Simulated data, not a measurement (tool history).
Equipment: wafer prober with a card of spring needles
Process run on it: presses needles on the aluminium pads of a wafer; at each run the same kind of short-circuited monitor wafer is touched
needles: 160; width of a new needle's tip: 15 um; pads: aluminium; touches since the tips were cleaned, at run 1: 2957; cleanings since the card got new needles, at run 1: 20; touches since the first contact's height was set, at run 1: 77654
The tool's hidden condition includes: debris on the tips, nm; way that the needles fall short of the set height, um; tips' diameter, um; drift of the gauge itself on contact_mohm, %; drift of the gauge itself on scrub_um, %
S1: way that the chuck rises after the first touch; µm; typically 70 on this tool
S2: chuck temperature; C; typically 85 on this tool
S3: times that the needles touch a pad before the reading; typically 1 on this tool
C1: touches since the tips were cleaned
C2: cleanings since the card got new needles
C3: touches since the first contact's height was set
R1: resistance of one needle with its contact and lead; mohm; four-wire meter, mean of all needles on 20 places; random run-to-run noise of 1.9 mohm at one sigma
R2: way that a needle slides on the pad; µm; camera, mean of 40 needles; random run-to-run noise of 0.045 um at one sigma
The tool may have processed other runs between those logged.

run 1 hour=0.0 | S1=70 S2=85 S3=1 | C1=2957 C2=20 C3=77654 | R1=211 R2=15.23
-- hour=1.2 tips cleaned on abrasive film
-- hour=5.9 tips cleaned on abrasive film
-- hour=11.7 tips cleaned on abrasive film
-- hour=17.5 tips cleaned on abrasive film
-- hour=23.3 tips cleaned on abrasive film
-- hour=29.0 tips cleaned on abrasive film
-- hour=33.7 tips cleaned on abrasive film
-- hour=38.9 tips cleaned on abrasive film
run 2 hour=38.9 | S1=85 S2=85 S3=1 | C1=0 C2=28 C3=103682 | R1=210 R2=18.36
-- hour=44.6 tips cleaned on abrasive film
-- hour=50.4 tips cleaned on abrasive film
-- hour=56.2 tips cleaned on abrasive film
-- hour=60.9 tips cleaned on abrasive film
-- hour=65.5 tips cleaned on abrasive film
-- hour=71.3 tips cleaned on abrasive film
-- hour=77.1 tips cleaned on abrasive film
-- hour=81.8 tips cleaned on abrasive film
-- hour=86.4 tips cleaned on abrasive film
run 3 hour=89.0 | S1=85 S2=85 S3=1 | C1=1801 C2=37 C3=137384 | R1=208 R2=18.40
-- hour=91.4 tips cleaned on abrasive film
-- hour=97.2 tips cleaned on abrasive film
-- hour=103.0 tips cleaned on abrasive film
-- hour=108.8 tips cleaned on abrasive film
-- hour=114.6 tips cleaned on abrasive film
-- hour=120.4 tips cleaned on abrasive film
-- hour=126.2 tips cleaned on abrasive film
-- hour=126.5 height of the first contact set anew
-- hour=132.2 tips cleaned on abrasive film
-- hour=138.0 tips cleaned on abrasive film
-- hour=142.7 tips cleaned on abrasive film
-- hour=148.5 tips cleaned on abrasive film
run 4 hour=150.2 | S1=70 S2=85 S3=1 | C1=1155 C2=48 C3=15939 | R1=206 R2=15.20
-- hour=153.7 tips cleaned on abrasive film
-- hour=159.5 tips cleaned on abrasive film
-- hour=164.1 tips cleaned on abrasive film
-- hour=169.9 tips cleaned on abrasive film
-- hour=174.6 tips cleaned on abrasive film
-- hour=180.4 tips cleaned on abrasive film
-- hour=185.0 tips cleaned on abrasive film
-- hour=189.7 tips cleaned on abrasive film
-- hour=195.4 tips cleaned on abrasive film
-- hour=200.1 tips cleaned on abrasive film
run 5 hour=203.3 | S1=70 S2=85 S3=1 | C1=2177 C2=58 C3=51576 | R1=205 R2=15.22
-- hour=205.7 tips cleaned on abrasive film
-- hour=211.4 tips cleaned on abrasive film
-- hour=217.2 tips cleaned on abrasive film
-- hour=223.0 tips cleaned on abrasive film
-- hour=228.8 tips cleaned on abrasive film
-- hour=234.6 tips cleaned on abrasive film
-- hour=240.4 tips cleaned on abrasive film
-- hour=245.0 tips cleaned on abrasive film
-- hour=250.8 tips cleaned on abrasive film
run 6 hour=253.0 | S1=70 S2=85 S3=1 | C1=1500 C2=67 C3=84977 | R1=204 R2=15.14
-- hour=256.5 tips cleaned on abrasive film
-- hour=261.2 tips cleaned on abrasive film
-- hour=267.0 tips cleaned on abrasive film
-- hour=271.6 tips cleaned on abrasive film
-- hour=277.4 tips cleaned on abrasive film
-- hour=283.2 tips cleaned on abrasive film
-- hour=289.0 tips cleaned on abrasive film
-- hour=294.8 tips cleaned on abrasive film
-- hour=299.4 tips cleaned on abrasive film
-- hour=304.1 tips cleaned on abrasive film
run 7 hour=304.1 | S1=70 S2=85 S3=1 | C1=0 C2=77 C3=119234 | R1=210 R2=15.28
-- hour=308.8 tips cleaned on abrasive film
-- hour=314.6 tips cleaned on abrasive film
-- hour=320.4 tips cleaned on abrasive film
-- hour=325.1 tips cleaned on abrasive film
-- hour=330.8 tips cleaned on abrasive film
-- hour=335.5 tips cleaned on abrasive film
run 8 hour=339.7 | S1=70 S2=85 S3=1 | C1=2889 C2=83 C3=143163 | R1=208 R2=15.16
-- hour=341.0 tips cleaned on abrasive film
-- hour=345.6 tips cleaned on abrasive film
-- hour=350.3 tips cleaned on abrasive film
-- hour=356.0 tips cleaned on abrasive film
-- hour=361.8 tips cleaned on abrasive film
-- hour=367.6 tips cleaned on abrasive film
-- hour=369.1 height of the first contact set anew
-- hour=373.7 tips cleaned on abrasive film
-- hour=379.5 tips cleaned on abrasive film
-- hour=384.2 tips cleaned on abrasive film
-- hour=389.9 tips cleaned on abrasive film
-- hour=395.7 tips cleaned on abrasive film
-- hour=400.4 tips cleaned on abrasive film
-- hour=405.8 tips cleaned on abrasive film
run 9 hour=405.8 | S1=70 S2=85 S3=1 | C1=0 C2=96 C3=24613 | R1=206 R2=15.13
-- hour=410.4 tips cleaned on abrasive film
-- hour=416.2 tips cleaned on abrasive film
-- hour=422.0 tips cleaned on abrasive film
-- hour=427.8 tips cleaned on abrasive film
-- hour=432.4 tips cleaned on abrasive film
-- hour=438.2 tips cleaned on abrasive film
-- hour=442.9 tips cleaned on abrasive film
-- hour=448.7 tips cleaned on abrasive film
run 10 hour=449.9 | S1=57 S2=85 S3=1 | C1=877 C2=104 C3=54280 | R1=207 R2=12.39
-- hour=453.4 tips cleaned on abrasive film
-- hour=459.2 tips cleaned on abrasive film
-- hour=465.0 tips cleaned on abrasive film
-- hour=470.8 tips cleaned on abrasive film
-- hour=476.6 tips cleaned on abrasive film
-- hour=482.4 tips cleaned on abrasive film
-- hour=488.2 tips cleaned on abrasive film
-- hour=494.0 tips cleaned on abrasive film
-- hour=499.8 tips cleaned on abrasive film
-- hour=505.6 tips cleaned on abrasive film
-- hour=511.3 tips cleaned on abrasive film
-- hour=516.0 tips cleaned on abrasive film
run 11 hour=520.2 | S1=81 S2=53 S3=1 | C1=2881 C2=116 C3=101508 | R1=202 R2=17.64
-- hour=521.4 tips cleaned on abrasive film
-- hour=527.2 tips cleaned on abrasive film
-- hour=531.9 tips cleaned on abrasive film
-- hour=537.7 tips cleaned on abrasive film
-- hour=542.3 tips cleaned on abrasive film
-- hour=548.1 tips cleaned on abrasive film
-- hour=553.9 tips cleaned on abrasive film
-- hour=558.6 tips cleaned on abrasive film
-- hour=564.3 tips cleaned on abrasive film
-- hour=570.1 tips cleaned on abrasive film
-- hour=575.9 tips cleaned on abrasive film
-- hour=581.7 tips cleaned on abrasive film
-- hour=587.5 tips cleaned on abrasive film
-- hour=593.3 tips cleaned on abrasive film
-- hour=599.1 tips cleaned on abrasive film
run 12 hour=599.8 | S1=58 S2=83 S3=1 | C1=515 C2=131 C3=154933 | R1=210 R2=12.71
-- hour=604.5 tips cleaned on abrasive film
-- hour=610.3 tips cleaned on abrasive film
-- hour=611.7 height of the first contact set anew
-- hour=616.4 tips cleaned on abrasive film
-- hour=622.2 tips cleaned on abrasive film
-- hour=627.9 tips cleaned on abrasive film
-- hour=632.6 tips cleaned on abrasive film
-- hour=638.4 tips cleaned on abrasive film
-- hour=643.0 tips cleaned on abrasive film
-- hour=648.8 tips cleaned on abrasive film
-- hour=654.6 tips cleaned on abrasive film
run 13 hour=655.2 | S1=58 S2=90 S3=2 | C1=426 C2=141 C3=29215 | R1=210 R2=12.60
-- hour=659.9 tips cleaned on abrasive film
-- hour=664.5 tips cleaned on abrasive film
-- hour=670.3 tips cleaned on abrasive film
-- hour=676.1 tips cleaned on abrasive film
-- hour=681.9 tips cleaned on abrasive film
-- hour=687.7 tips cleaned on abrasive film
-- hour=692.3 tips cleaned on abrasive film
-- hour=698.1 tips cleaned on abrasive film
-- hour=703.9 tips cleaned on abrasive film
-- hour=708.6 tips cleaned on abrasive film
-- hour=714.4 tips cleaned on abrasive film
-- hour=720.2 tips cleaned on abrasive film
run 14 hour=720.4 | S1=58 S2=33 S3=2 | C1=152 C2=153 C3=72940 | R1=199 R2=12.62
-- hour=725.0 tips cleaned on abrasive film
-- hour=730.8 tips cleaned on abrasive film
-- hour=736.6 tips cleaned on abrasive film
-- hour=742.4 tips cleaned on abrasive film
-- hour=748.2 tips cleaned on abrasive film
-- hour=754.0 tips cleaned on abrasive film
-- hour=758.6 tips cleaned on abrasive film
-- hour=764.4 tips cleaned on abrasive film
-- hour=770.2 tips cleaned on abrasive film
-- hour=774.9 tips cleaned on abrasive film
run 15 hour=776.3 | S1=58 S2=33 S3=2 | C1=1002 C2=163 C3=110513 | R1=198 R2=12.59
-- hour=779.8 tips cleaned on abrasive film
-- hour=785.6 tips cleaned on abrasive film
-- hour=790.3 tips cleaned on abrasive film
-- hour=796.1 tips cleaned on abrasive film
-- hour=801.9 tips cleaned on abrasive film
-- hour=806.5 tips cleaned on abrasive film
-- hour=812.3 tips cleaned on abrasive film
-- hour=818.1 tips cleaned on abrasive film
run 16 hour=820.8 | S1=70 S2=81 S3=1 | C1=1822 C2=171 C3=140346 | R1=205 R2=15.21
-- hour=823.1 tips cleaned on abrasive film
-- hour=827.8 tips cleaned on abrasive film
-- hour=833.6 tips cleaned on abrasive film
-- hour=838.2 tips cleaned on abrasive film
-- hour=844.0 tips cleaned on abrasive film
-- hour=849.8 tips cleaned on abrasive film
-- hour=853.5 height of the first contact set anew
-- hour=855.9 tips cleaned on abrasive film
-- hour=860.5 tips cleaned on abrasive film
-- hour=866.3 tips cleaned on abrasive film
run 17 hour=869.5 | S1=88 S2=85 S3=1 | C1=2162 C2=180 C3=10721 | R1=207 R2=19.21
-- hour=871.9 tips cleaned on abrasive film
-- hour=877.7 tips cleaned on abrasive film
-- hour=883.4 tips cleaned on abrasive film
-- hour=888.1 tips cleaned on abrasive film
-- hour=893.9 tips cleaned on abrasive film
-- hour=899.7 tips cleaned on abrasive film
-- hour=905.5 tips cleaned on abrasive film
-- hour=911.3 tips cleaned on abrasive film
-- hour=915.9 tips cleaned on abrasive film
-- hour=921.7 tips cleaned on abrasive film
run 18 hour=922.1 | S1=88 S2=85 S3=1 | C1=304 C2=190 C3=46040 | R1=206 R2=19.17

Each row is a separate what-if for the run after 18, all from the same tool condition, not one after another. Results?
-- hour=926.8 tips cleaned on abrasive film
-- hour=931.4 tips cleaned on abrasive film
-- hour=937.2 tips cleaned on abrasive film
-- hour=943.0 tips cleaned on abrasive film
-- hour=947.7 tips cleaned on abrasive film
-- hour=953.5 tips cleaned on abrasive film
-- hour=959.2 tips cleaned on abrasive film
-- hour=963.9 tips cleaned on abrasive film
-- hour=969.7 tips cleaned on abrasive film
-- hour=974.3 tips cleaned on abrasive film
-- hour=980.1 tips cleaned on abrasive film
-- hour=985.3 tips cleaned on abrasive film
run A hour=985.3 | S1=88 S2=58 S3=1 | C1=0 C2=202 C3=88443 | R1=? R2=?
-- hour=926.8 tips cleaned on abrasive film
-- hour=931.4 tips cleaned on abrasive film
-- hour=937.2 tips cleaned on abrasive film
-- hour=943.0 tips cleaned on abrasive film
-- hour=947.7 tips cleaned on abrasive film
-- hour=953.5 tips cleaned on abrasive film
-- hour=959.2 tips cleaned on abrasive film
-- hour=963.9 tips cleaned on abrasive film
-- hour=969.7 tips cleaned on abrasive film
-- hour=974.3 tips cleaned on abrasive film
-- hour=980.1 tips cleaned on abrasive film
-- hour=985.3 tips cleaned on abrasive film
run B hour=985.3 | S1=67 S2=85 S3=1 | C1=0 C2=202 C3=88443 | R1=? R2=?
-- hour=926.8 tips cleaned on abrasive film
-- hour=931.4 tips cleaned on abrasive film
-- hour=937.2 tips cleaned on abrasive film
-- hour=943.0 tips cleaned on abrasive film
-- hour=947.7 tips cleaned on abrasive film
-- hour=953.5 tips cleaned on abrasive film
-- hour=959.2 tips cleaned on abrasive film
-- hour=963.9 tips cleaned on abrasive film
-- hour=969.7 tips cleaned on abrasive film
-- hour=974.3 tips cleaned on abrasive film
-- hour=980.1 tips cleaned on abrasive film
-- hour=985.3 tips cleaned on abrasive film
run C hour=985.3 | S1=88 S2=68 S3=1 | C1=0 C2=202 C3=88443 | R1=? R2=?

run=A R1=198 R2=19.27
run=B R1=211 R2=14.65
run=C R1=203 R2=19.31
Without the tool's hidden state the same runs would have given:
run=A R1=198 R2=19.10
run=B R1=211 R2=14.52
run=C R1=203 R2=19.14

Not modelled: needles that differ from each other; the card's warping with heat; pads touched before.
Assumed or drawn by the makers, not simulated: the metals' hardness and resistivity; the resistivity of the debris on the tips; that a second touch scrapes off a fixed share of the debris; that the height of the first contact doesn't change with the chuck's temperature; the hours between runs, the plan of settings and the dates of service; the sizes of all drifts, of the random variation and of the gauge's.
